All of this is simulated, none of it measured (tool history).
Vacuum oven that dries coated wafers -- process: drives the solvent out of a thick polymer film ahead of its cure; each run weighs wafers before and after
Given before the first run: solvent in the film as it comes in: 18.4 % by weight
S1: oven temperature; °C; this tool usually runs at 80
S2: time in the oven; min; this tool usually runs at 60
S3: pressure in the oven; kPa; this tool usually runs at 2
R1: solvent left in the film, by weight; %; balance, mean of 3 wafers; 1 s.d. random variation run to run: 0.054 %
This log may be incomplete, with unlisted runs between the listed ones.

Run 1, day 0: usual settings. Result: R1 2.52 %.
At day 0.329: vacuum gauge cleaned of residue and calibrated.
Run 2, day 2.688: usual settings but S2 104 min. Result: R1 1.27 %.
Run 3, day 6.721: usual settings but S2 104 min. Result: R1 1.27 %.
Run 4, day 8.458: usual settings but S2 45 min. Result: R1 3.32 %.
Run 5, day 11.392: usual settings but S2 45 min. Result: R1 3.33 %.
Run 6, day 15.288: usual settings. Result: R1 2.32 %.
Run 7, day 17.675: usual settings. Result: R1 2.28 %.
Run 8, day 20.842: usual settings. Result: R1 2.36 %.
Run 9, day 24.825: usual settings but S1 75 °C, S2 49 min, S3 4.94 kPa. Result: R1 5.95 %.
Run 10, day 27.921: usual settings but S1 75 °C, S2 107 min, S3 6.37 kPa. Result: R1 4.38 %.
Run 11, day 31.438: usual settings but S1 79 °C, S2 54 min, S3 5.57 kPa. Result: R1 4.61 %.
Run 12, day 34.429: usual settings but S1 67 °C, S2 34 min, S3 4.07 kPa. Result: R1 9.64 %.
Run 13, day 36.833: usual settings but S1 87 °C, S2 88 min, S3 3.96 kPa. Result: R1 1.62 %.

Predict each of these 3 candidate next runs independently; none follows another, all start after run 13:
Run A, day 40.758: usual settings but S2 91 min, S3 2.71 kPa. Result: R1 ?.
Run B, day 40.758: usual settings but S1 94 °C, S2 57 min, S3 5.68 kPa. Result: R1 ?.
Run C, day 40.758: usual settings but S2 35 min. Result: R1 ?.

run    R1
  A  1.93
  B  1.83
  C  4.74
Take away the tool's hidden state, keep each run's random variation, and the runs would have read:
run    R1
  A  1.66
  B  1.62
  C  4.19
